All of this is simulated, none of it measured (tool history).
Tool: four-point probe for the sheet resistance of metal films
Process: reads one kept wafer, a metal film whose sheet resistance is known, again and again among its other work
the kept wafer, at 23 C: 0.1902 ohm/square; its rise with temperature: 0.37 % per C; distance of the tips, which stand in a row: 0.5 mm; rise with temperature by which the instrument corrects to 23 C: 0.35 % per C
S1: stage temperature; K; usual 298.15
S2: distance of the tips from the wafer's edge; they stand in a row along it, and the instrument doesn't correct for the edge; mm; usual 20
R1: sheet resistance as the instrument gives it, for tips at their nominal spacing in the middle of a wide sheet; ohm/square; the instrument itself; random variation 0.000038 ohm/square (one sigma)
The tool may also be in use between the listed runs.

run   hour      S1  S2        R1
  1    0.0  298.15  20  0.190381
  2   43.5  298.15  20  0.190316
  3   71.3  298.15  20  0.190332
  4   98.5  298.15  20  0.190360
  5  130.7  298.15  20  0.190345
  6  191.7  298.15  20  0.190311
  7  220.9  308.15  20  0.190661
  8  264.5  308.15  20  0.190715
  9  294.0  292.15  68  0.190088
 10  352.6  298.15  30  0.190281
 11  412.1  298.15  16  0.190313
 12  464.4  294.15  57  0.190181
 13  494.7  297.15   4  0.191920
 14  537.9  307.15  16  0.190733

Forecast each of these 4 alternatives for the next run:
  A  586.4  297.15  11   ?
  B  586.4  292.15  20   ?
  C  586.4  302.15  29   ?
  D  586.4  307.15   4   ?

run        R1
  A  0.190394
  B  0.190140
  C  0.190427
  D  0.192167
Without the tool's hidden state the same runs would have given:
run        R1
  A  0.190392
  B  0.190138
  C  0.190425
  D  0.192165

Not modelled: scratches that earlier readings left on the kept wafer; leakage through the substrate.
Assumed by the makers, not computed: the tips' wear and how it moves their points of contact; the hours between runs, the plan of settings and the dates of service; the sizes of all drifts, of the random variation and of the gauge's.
